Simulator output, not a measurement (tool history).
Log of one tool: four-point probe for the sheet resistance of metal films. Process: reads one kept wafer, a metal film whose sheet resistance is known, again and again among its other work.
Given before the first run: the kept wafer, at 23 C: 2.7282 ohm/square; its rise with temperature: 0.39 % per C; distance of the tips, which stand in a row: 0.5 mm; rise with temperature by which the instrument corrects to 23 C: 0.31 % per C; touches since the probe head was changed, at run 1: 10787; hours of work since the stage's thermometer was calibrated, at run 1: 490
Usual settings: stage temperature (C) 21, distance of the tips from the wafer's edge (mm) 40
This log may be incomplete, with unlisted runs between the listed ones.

run	hour	stage temperature (C)	distance of the tips from the wafer's edge (mm)	touches since the probe head was changed	hours of work since the stage's thermometer was calibrated	sheet resistance as the instrument gives it (ohm/square)
1	0	21	40	10787	490	2.728462
2	15.6	21	40	11103	498	2.728892
3	31.2	21	40	11417	506	2.727749
4	50.7	20	40	11811	516	2.726057
5	70.9	20	40	12220	526	2.72598
6	85.2	19	40	12507	533	2.723714
7	96.6	21	8	12739	539	2.734292
8	112.2	21	8	13053	547	2.733942
# hour 114.2: stage's thermometer calibrated
9	126.9	21	8	13341	7	2.733638
10	144	21	40	13686	15	2.728411
11	162.4	21	40	14056	25	2.728846
12	174.3	21	40	14298	31	2.728866
13	188.7	21	40	14589	38	2.728856
14	197.5	21	40	14765	43	2.728014
15	206.2	22	21	14943	47	2.730656
16	219.4	18	3	15209	54	2.761098
# hour 233: stage's thermometer calibrated, once more
17	239.8	31	7	15611	3	2.755694
18	255.4	32	43	15925	11	2.750044
19	267	32	43	16160	17	2.750219
20	275.8	24	40	16337	22	2.733165
21	296	24	8	16744	32	2.738362
22	307.3	18	5	16973	38	2.735498
23	326.4	19	8	17360	48	2.728203
24	342	19	8	17674	56	2.726927
25	352.5	19	5	17886	61	2.736685

The logged runs with the hidden state left out (each run's random variation unchanged):
The hidden state here: inner tips' distance over the nominal, %; tips' flats over new ones', %; wafer's true temperature over the reading, C; drift of the gauge itself on sheet_ohm, %.
run	sheet resistance as the instrument gives it (ohm/square)
1	2.724074
2	2.724531
3	2.723422
4	2.721766
5	2.721732
6	2.719491
7	2.730085
8	2.729777
9	2.728967
10	2.723782
11	2.724254
12	2.7243
13	2.724313
14	2.723491
15	2.72615
16	2.75654
17	2.753344
18	2.747729
19	2.74793
20	2.73091
21	2.736151
22	2.73331
23	2.726054
24	2.724813
25	2.734584
